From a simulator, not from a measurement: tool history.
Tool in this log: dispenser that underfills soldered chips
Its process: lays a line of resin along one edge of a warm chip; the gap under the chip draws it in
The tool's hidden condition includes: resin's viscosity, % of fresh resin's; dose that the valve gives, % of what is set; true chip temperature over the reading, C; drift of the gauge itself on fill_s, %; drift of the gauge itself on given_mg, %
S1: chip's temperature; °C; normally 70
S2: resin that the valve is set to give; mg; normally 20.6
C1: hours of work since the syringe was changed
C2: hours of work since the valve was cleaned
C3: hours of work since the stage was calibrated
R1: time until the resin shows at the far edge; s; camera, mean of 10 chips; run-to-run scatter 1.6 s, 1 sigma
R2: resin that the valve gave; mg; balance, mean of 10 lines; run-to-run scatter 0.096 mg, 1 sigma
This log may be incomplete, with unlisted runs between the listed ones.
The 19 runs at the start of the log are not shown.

run    day  S1    S2  C1  C2   C3     R1     R2
     5.017  -- new syringe of resin
 20  5.067  75  20.6   1  31  298  130.1  20.21
 21   5.35  65  20.8   5  36  302  220.3  20.55
     5.592  -- new syringe of resin
 22  5.708  65  20.8   2  41  307  194.5  20.32
 23  5.879  65  20.8   4  43  309  215.2  20.34
 24  6.071  63  23.5   7  46  312  253.7  22.97
     6.183  -- new syringe of resin
 25  6.479  75  17.6   4  52  318  153.5  17.07
     6.771  -- new syringe of resin
 26  6.838  81  21.6   1  57  323  105.6  20.88
 27  7.012  55    21   4  59  326  319.3  20.48
 28  7.238  72  18.6   7  63  329  183.6  17.96
      7.35  -- new syringe of resin
 29  7.575  72  18.6   3  67  334  161.5  18.07
 30  7.833  69  20.2   7  71  338  202.2  19.61
     7.942  -- new syringe of resin
     8.046  -- stage's temperature calibrated
 31  8.271  69  20.2   4  77    3  192.9  19.44
     8.567  -- new syringe of resin
 32  8.671  69  19.3   2  83    9  181.1  18.34
     8.908  -- dispensing valve cleaned and set on the balance
 33  8.917  61  20.6   5   0   12  263.1  20.63
       9.2  -- new syringe of resin
 34  9.238  78  20.9   1   5   17  118.5  21.01
 35  9.412  63  18.7   3   7   19  237.3  18.52

Below are 4 alternative next runs, each starting from the tool's condition after run 35. Predict each:
  A  9.704  77  21.2   7  12  23   ?   ?
  B  9.704  56  24.9   7  12  23   ?   ?
  C  9.704  62  24.4   7  12  23   ?   ?
  D  9.704  63  17.7   7  12  23   ?   ?

run     R1     R2
  A  158.8  21.11
  B    355  24.98
  C  280.7  24.61
  D  278.4  17.59
Without the tool's unlogged condition, the same runs would have read:
run     R1     R2
  A  122.1  21.24
  B    273  25.13
  C  215.8  24.76
  D  213.8   17.7
